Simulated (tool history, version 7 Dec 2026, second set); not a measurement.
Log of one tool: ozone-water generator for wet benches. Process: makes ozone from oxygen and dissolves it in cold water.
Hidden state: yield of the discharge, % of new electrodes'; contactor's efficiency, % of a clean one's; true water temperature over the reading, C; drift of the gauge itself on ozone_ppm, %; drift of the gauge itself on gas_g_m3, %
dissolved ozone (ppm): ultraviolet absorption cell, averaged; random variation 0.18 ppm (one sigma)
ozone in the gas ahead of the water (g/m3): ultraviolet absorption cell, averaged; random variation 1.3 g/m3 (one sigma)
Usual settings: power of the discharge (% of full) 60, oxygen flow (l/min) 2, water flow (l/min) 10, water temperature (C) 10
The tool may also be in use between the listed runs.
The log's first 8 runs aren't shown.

run,hour,power of the discharge (% of full),oxygen flow (l/min),water flow (l/min),water temperature (C),hours of work since the electrodes were changed,hours of work since the contactor was cleaned,hours of work since the thermometer was calibrated,dissolved ozone (ppm),ozone in the gas ahead of the water (g/m3)
9,302.9,60,2.13,10,10,587,2430,3752,23.5,222.6
10,327.1,60,2.13,10,10,610,2453,3774,23.2,223.1
11,367,60,2,10,10,647,2489,3811,23.2,231.3
12,397.6,60,2,10,17,675,2518,3839,21.7,230.1
13,452.6,61,2,10,10,726,2568,3890,23.7,235.6
14,498.1,61,2,10,10,768,2611,3932,23.3,232.4
# hour 521.4: water thermometer calibrated
15,540.5,61,2,10,10,806,2649,18,23.2,232.2
16,589.8,60,2,9,10,852,2695,63,25.3,230.9
17,618.7,99,3.1,10,14,879,2721,90,30,241
18,658.4,99,3.1,10,14,915,2758,127,29.5,240.2
19,694.3,99,3.1,10,14,949,2791,160,29.7,238.2
# hour 719.2: water thermometer calibrated, once more
20,732.7,99,3.1,10,14,984,2826,12,29.5,236.1
21,756.6,100,1.71,9,14,1006,2848,35,33,350.9
22,785.9,100,1.71,9,14,1033,2875,62,32.5,347.7
23,839,100,1.71,9,14,1082,2925,111,33,346.5
24,868.7,57,2.56,10,10,1109,2952,138,22.3,189.8

Run 25 comes next. What will it give?
25,902.1,57,2.56,10,10,1140,2983,169,?,?

Run 25 gave dissolved ozone (ppm) 22.2, ozone in the gas ahead of the water (g/m3) 190.6.
Without the tool's hidden state the same run would have given dissolved ozone (ppm) 23.6, ozone in the gas ahead of the water (g/m3) 197.3.
